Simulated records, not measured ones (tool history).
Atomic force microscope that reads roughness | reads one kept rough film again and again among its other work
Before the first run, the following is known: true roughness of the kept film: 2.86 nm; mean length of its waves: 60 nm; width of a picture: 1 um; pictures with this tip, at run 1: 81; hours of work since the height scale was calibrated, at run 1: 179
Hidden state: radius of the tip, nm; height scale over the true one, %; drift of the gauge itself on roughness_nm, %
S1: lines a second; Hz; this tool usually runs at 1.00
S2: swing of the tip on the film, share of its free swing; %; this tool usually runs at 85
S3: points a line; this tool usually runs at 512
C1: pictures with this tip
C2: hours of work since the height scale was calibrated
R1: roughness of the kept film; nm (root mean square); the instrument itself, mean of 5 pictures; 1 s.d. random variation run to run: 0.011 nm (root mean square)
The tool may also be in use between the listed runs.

run,day,S1,S2,S3,C1,C2,R1
1,0.000,1.00,85,512,81,179,2.521
2,0.279,1.00,85,512,88,182,2.509
3,0.696,1.00,85,512,99,187,2.480
4,1.004,1.00,85,512,107,190,2.455
5,1.408,1.00,85,512,118,194,2.490
6,1.717,1.00,85,512,126,197,2.480
7,2.204,1.00,85,512,139,202,2.468
8,2.596,1.20,85,512,149,206,2.411
9,3.058,1.20,85,512,161,211,2.389
10,3.417,1.00,85,512,171,214,2.417
11,3.692,1.00,85,512,178,217,2.423
# day 3.892: new tip fitted
12,4.096,1.00,85,512,5,221,2.575
13,4.321,1.00,85,512,11,224,2.581
14,4.633,1.00,85,512,19,227,2.560
15,5.054,1.00,66,614,30,231,2.680
16,5.267,1.10,65,286,36,233,2.666
17,5.604,1.10,65,286,45,237,2.677
18,5.896,1.19,69,512,52,240,2.629
19,6.246,1.00,59,512,62,243,2.696
20,6.558,1.00,59,425,70,246,2.666
21,6.875,2.55,81,306,78,250,2.306
22,7.129,2.55,82,436,85,252,2.299
23,7.471,2.55,82,436,94,256,2.270
24,7.804,2.85,65,847,102,259,2.495
25,8.050,2.85,65,847,109,262,2.476
26,8.496,1.95,80,563,121,266,2.388
27,8.750,1.95,80,563,127,269,2.359
28,9.021,1.95,80,563,135,272,2.375

Branching from run 28: 4 alternative next runs. What would each branch give?
A,9.242,0.73,65,328,140,274,?
B,9.242,0.71,61,320,140,274,?
C,9.242,2.69,70,332,140,274,?
D,9.242,1.46,81,563,140,274,?

run,R1
A,2.603
B,2.622
C,2.433
D,2.452
With the hidden condition removed and each run's random variation left untouched, the same runs would have given:
run,R1
A,2.727
B,2.747
C,2.550
D,2.569
